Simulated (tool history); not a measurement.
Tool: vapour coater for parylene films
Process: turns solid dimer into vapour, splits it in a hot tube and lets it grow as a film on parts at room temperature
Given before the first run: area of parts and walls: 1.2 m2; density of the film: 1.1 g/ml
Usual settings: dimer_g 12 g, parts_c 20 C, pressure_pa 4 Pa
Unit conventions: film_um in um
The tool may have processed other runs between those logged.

{"run": 1, "hour": 0.0, "dimer_g": 12, "parts_c": 20, "pressure_pa": 4, "film_um": 6.36}
{"run": 2, "hour": 23.5, "dimer_g": 12, "parts_c": 20, "pressure_pa": 4, "film_um": 6.33}
{"run": 3, "hour": 38.2, "dimer_g": 12, "parts_c": 20, "pressure_pa": 4, "film_um": 6.42}
{"run": 4, "hour": 67.0, "dimer_g": 12, "parts_c": 20, "pressure_pa": 4, "film_um": 6.28}
{"run": 5, "hour": 93.3, "dimer_g": 6, "parts_c": 20, "pressure_pa": 4, "film_um": 3.14}
{"run": 6, "hour": 113.1, "dimer_g": 6, "parts_c": 31, "pressure_pa": 4, "film_um": 2.05}
{"run": 7, "hour": 125.5, "dimer_g": 6, "parts_c": 31, "pressure_pa": 4, "film_um": 2.07}
{"run": 8, "hour": 152.1, "dimer_g": 12, "parts_c": 20, "pressure_pa": 5.54, "film_um": 5.93}
{"run": 9, "hour": 174.9, "dimer_g": 11, "parts_c": 20, "pressure_pa": 4, "film_um": 5.86}
{"run": 10, "hour": 204.5, "dimer_g": 11, "parts_c": 20, "pressure_pa": 4, "film_um": 5.79}
{"run": 11, "hour": 219.2, "dimer_g": 11, "parts_c": 20, "pressure_pa": 4, "film_um": 5.79}
{"run": 12, "hour": 233.3, "dimer_g": 11, "parts_c": 20, "pressure_pa": 4, "film_um": 5.82}
{"run": 13, "hour": 252.3, "dimer_g": 11, "parts_c": 20, "pressure_pa": 4, "film_um": 5.69}
{"run": 14, "hour": 265.8, "dimer_g": 12, "parts_c": 16, "pressure_pa": 3.36, "film_um": 7.63}
{"run": 15, "hour": 281.6, "dimer_g": 12, "parts_c": 21, "pressure_pa": 4, "film_um": 6.17}
{"hour": 309.4, "done": "trap's valve overhauled"}
{"run": 16, "hour": 313.6, "dimer_g": 12, "parts_c": 21, "pressure_pa": 4, "film_um": 6.08}
{"run": 17, "hour": 336.8, "dimer_g": 10, "parts_c": 20, "pressure_pa": 10.81, "film_um": 4.35}
{"run": 18, "hour": 357.7, "dimer_g": 14, "parts_c": 20, "pressure_pa": 4, "film_um": 7.45}
{"run": 19, "hour": 380.1, "dimer_g": 11, "parts_c": 20, "pressure_pa": 4.44, "film_um": 5.68}
{"run": 20, "hour": 398.1, "dimer_g": 11, "parts_c": 20, "pressure_pa": 3.76, "film_um": 5.91}
{"run": 21, "hour": 426.4, "dimer_g": 11, "parts_c": 20, "pressure_pa": 3.76, "film_um": 5.92}
{"run": 22, "hour": 450.0, "dimer_g": 12, "parts_c": 20, "pressure_pa": 7.61, "film_um": 5.59}
{"run": 23, "hour": 478.6, "dimer_g": 7, "parts_c": 20, "pressure_pa": 7.86, "film_um": 3.23}

Here are 4 independent what-if runs from the current tool condition. What would each one return?
{"run": "A", "hour": 507.2, "dimer_g": 6, "parts_c": 20, "pressure_pa": 11.95, "film_um": "?"}
{"run": "B", "hour": 507.2, "dimer_g": 14, "parts_c": 20, "pressure_pa": 10.59, "film_um": "?"}
{"run": "C", "hour": 507.2, "dimer_g": 11, "parts_c": 14, "pressure_pa": 4, "film_um": "?"}
{"run": "D", "hour": 507.2, "dimer_g": 12, "parts_c": 20, "pressure_pa": 2.67, "film_um": "?"}

run=A film_um=2.55
run=B film_um=6.11
run=C film_um=7.39
run=D film_um=7
Without the tool's unlogged condition, the same runs would have read:
run=A film_um=2.55
run=B film_um=6.13
run=C film_um=7.41
run=D film_um=7.01
